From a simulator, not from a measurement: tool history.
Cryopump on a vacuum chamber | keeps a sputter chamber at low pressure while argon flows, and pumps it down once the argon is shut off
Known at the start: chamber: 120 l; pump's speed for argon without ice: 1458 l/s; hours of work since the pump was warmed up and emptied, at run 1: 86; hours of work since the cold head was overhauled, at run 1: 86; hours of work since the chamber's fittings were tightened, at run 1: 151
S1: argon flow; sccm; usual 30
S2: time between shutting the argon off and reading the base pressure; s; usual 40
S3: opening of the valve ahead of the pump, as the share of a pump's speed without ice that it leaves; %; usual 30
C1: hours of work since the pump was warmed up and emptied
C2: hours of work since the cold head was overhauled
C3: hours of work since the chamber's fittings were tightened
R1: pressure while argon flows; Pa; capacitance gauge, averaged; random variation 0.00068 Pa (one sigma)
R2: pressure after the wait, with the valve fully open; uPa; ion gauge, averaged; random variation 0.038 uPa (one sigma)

run,hour,S1,S2,S3,C1,C2,C3,R1,R2
1,0,30,40,30,86,86,151,0.1161,2.4
2,9.9,30,40,30,95,95,160,0.1166,2.35
3,24.4,30,40,30,107,107,173,0.1171,2.32
4,33.4,30,40,30,115,115,181,0.1169,2.41
5,51.5,56,40,30,131,131,197,0.2187,2.35
6,59,30,59,30,138,138,203,0.1178,1.78
7,74.9,30,40,16,152,152,217,0.218,2.49
8,91,30,40,16,166,166,231,0.2188,2.42
9,100.7,30,40,23,174,174,240,0.1523,2.48
10,110.5,17,142,24,183,183,248,0.0828,0.98
11,119,30,65,46,190,190,256,0.0775,1.68

The next listed run, before its measurement:
12,128.3,31,35,30,199,199,264,?,?

{"run 12": {"R1": 0.1204, "R2": 2.75}}
Without the tool's hidden state the same run would have given R1 0.1189 Pa, R2 2.51 uPa.
